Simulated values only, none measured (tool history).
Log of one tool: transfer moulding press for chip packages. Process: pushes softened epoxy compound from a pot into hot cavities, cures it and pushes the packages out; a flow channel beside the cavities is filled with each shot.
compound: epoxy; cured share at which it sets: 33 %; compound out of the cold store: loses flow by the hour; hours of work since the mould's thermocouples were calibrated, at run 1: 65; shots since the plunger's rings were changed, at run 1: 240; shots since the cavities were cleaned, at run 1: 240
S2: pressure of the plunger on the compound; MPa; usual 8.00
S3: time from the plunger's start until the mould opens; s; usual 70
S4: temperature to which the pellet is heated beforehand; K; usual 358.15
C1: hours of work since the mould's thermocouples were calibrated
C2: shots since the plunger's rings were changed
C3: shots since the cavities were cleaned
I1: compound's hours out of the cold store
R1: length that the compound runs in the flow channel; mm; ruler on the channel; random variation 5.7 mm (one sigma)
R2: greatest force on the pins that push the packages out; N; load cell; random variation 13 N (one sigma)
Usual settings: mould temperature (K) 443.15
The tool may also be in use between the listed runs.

Run 1, hour 0.0: usual settings; C1 65; C2 240; C3 240; I1 27.0. Result: R1 927 mm, R2 758 N.
At hour 39.6: cavities cleaned with cleaning compound and waxed.
Run 2, hour 39.6: usual settings; C1 81; C2 573; C3 0; I1 23.8. Result: R1 936 mm, R2 622 N.
Run 3, hour 68.0: usual settings but S2 8.65 MPa; C1 92; C2 821; C3 248; I1 28.2. Result: R1 960 mm, R2 784 N.
Run 4, hour 89.3: usual settings but S2 8.65 MPa; C1 101; C2 1007; C3 434; I1 46.5. Result: R1 914 mm, R2 842 N.
At hour 108.7: cavities cleaned with cleaning compound and waxed.
Run 5, hour 119.2: usual settings but S2 8.65 MPa; C1 113; C2 1255; C3 91; I1 13.9. Result: R1 1009 mm, R2 713 N.
Run 6, hour 140.7: usual settings but S2 8.65 MPa; C1 122; C2 1444; C3 280; I1 21.9. Result: R1 967 mm, R2 787 N.
At hour 175.7: cavities cleaned with cleaning compound and waxed.
Run 7, hour 175.7: usual settings but S2 7.53 MPa; C1 135; C2 1736; C3 0; I1 21.8. Result: R1 905 mm, R2 586 N.
Run 8, hour 193.0: usual settings; C1 143; C2 1888; C3 152; I1 20.5. Result: R1 940 mm, R2 723 N.
Run 9, hour 221.4: usual settings; C1 154; C2 2136; C3 400; I1 25.7. Result: R1 917 mm, R2 835 N.
At hour 242.0: cavities cleaned with cleaning compound and waxed.
Run 10, hour 242.0: usual settings but S3 103 s; C1 162; C2 2303; C3 0; I1 21.9. Result: R1 940 mm, R2 397 N.
Run 11, hour 263.1: usual settings but S3 103 s; C1 171; C2 2488; C3 185; I1 36.9. Result: R1 881 mm, R2 516 N.
Run 12, hour 286.4: usual settings but S3 103 s; C1 181; C2 2691; C3 388; I1 44.6. Result: R1 852 mm, R2 571 N.
At hour 308.5: cavities cleaned with cleaning compound and waxed.
Run 13, hour 310.4: usual settings but S3 58 s; C1 190; C2 2889; C3 17; I1 39.1. Result: R1 881 mm, R2 935 N.
Run 14, hour 342.8: usual settings; C1 203; C2 3172; C3 300; I1 37.9. Result: R1 881 mm, R2 786 N.
Run 15, hour 373.3: usual settings but mould temperature (K) 446.15, S2 6.01 MPa, S3 62 s, S4 366.15 K; C1 216; C2 3438; C3 566; I1 34.1. Result: R1 757 mm, R2 948 N.
At hour 378.1: cavities cleaned with cleaning compound and waxed.
Run 16, hour 401.3: usual settings but mould temperature (K) 451.15, S3 110 s; C1 227; C2 3670; C3 203; I1 23.4. Result: R1 899 mm, R2 513 N.
Run 17, hour 429.7: usual settings but mould temperature (K) 451.15, S3 110 s; C1 239; C2 3918; C3 451; I1 20.6. Result: R1 894 mm, R2 598 N.
At hour 446.1: cavities cleaned with cleaning compound and waxed.
Run 18, hour 467.0: usual settings but mould temperature (K) 436.15, S2 8.40 MPa, S3 52 s; C1 253; C2 4231; C3 182; I1 10.6. Result: R1 983 mm, R2 2237 N.
Run 19, hour 494.5: usual settings but mould temperature (K) 450.15, S4 366.15 K; C1 265; C2 4472; C3 423; I1 8.9. Result: R1 929 mm, R2 644 N.
At hour 514.4: cavities cleaned with cleaning compound and waxed.
Run 20, hour 529.9: usual settings but mould temperature (K) 442.15, S3 78 s, S4 366.15 K; C1 279; C2 4768; C3 135; I1 29.3. Result: R1 892 mm, R2 549 N.
Run 21, hour 551.3: usual settings but S3 53 s; C1 287; C2 4956; C3 323; I1 45.9. Result: R1 835 mm, R2 1451 N.
At hour 569.3: plunger's sealing rings changed.
Run 22, hour 571.2: usual settings but S3 55 s; C1 295; C2 16; C3 475; I1 14.7. Result: R1 971 mm, R2 1623 N.
At hour 583.6: cavities cleaned with cleaning compound and waxed.
Run 23, hour 604.3: usual settings but S3 55 s; C1 308; C2 292; C3 181; I1 11.2. Result: R1 983 mm, R2 1378 N.
Run 24, hour 627.5: usual settings but S3 55 s; C1 317; C2 495; C3 384; I1 13.3. Result: R1 968 mm, R2 1632 N.
At hour 650.5: cavities cleaned with cleaning compound and waxed.
Run 25, hour 661.2: usual settings but S2 7.19 MPa, S4 366.15 K; C1 331; C2 776; C3 93; I1 41.2. Result: R1 834 mm, R2 603 N.
Run 26, hour 681.7: usual settings but S2 7.19 MPa, S4 366.15 K; C1 339; C2 956; C3 273; I1 46.9. Result: R1 822 mm, R2 719 N.
Run 27, hour 711.8: usual settings but S2 7.19 MPa, S4 366.15 K; C1 351; C2 1219; C3 536; I1 43.6. Result: R1 829 mm, R2 859 N.

Forecast each of these 4 alternatives for the next run:
At hour 719.1: cavities cleaned with cleaning compound and waxed.
Run A, hour 736.2: usual settings but S2 9.89 MPa, S4 349.15 K; C1 361; C2 1419; C3 149; I1 34.2. Result: R1 ?, R2 ?.
At hour 719.1: cavities cleaned with cleaning compound and waxed.
Run B, hour 736.2: usual settings but mould temperature (K) 441.15, S3 66 s, S4 363.15 K; C1 361; C2 1419; C3 149; I1 44.9. Result: R1 ?, R2 ?.
At hour 719.1: cavities cleaned with cleaning compound and waxed.
Run C, hour 736.2: usual settings but mould temperature (K) 447.15, S2 7.19 MPa, S4 366.15 K; C1 361; C2 1419; C3 149; I1 14.8. Result: R1 ?, R2 ?.
At hour 719.1: cavities cleaned with cleaning compound and waxed.
Run D, hour 736.2: usual settings but S2 6.68 MPa, S4 366.15 K; C1 361; C2 1419; C3 149; I1 46.9. Result: R1 ?, R2 ?.

run    R1   R2
  A  1015  723
  B   875  815
  C   905  582
  D   787  662
Without the tool's hidden state the same runs would have given:
run    R1   R2
  A  1031  611
  B   889  691
  C   918  488
  D   799  559
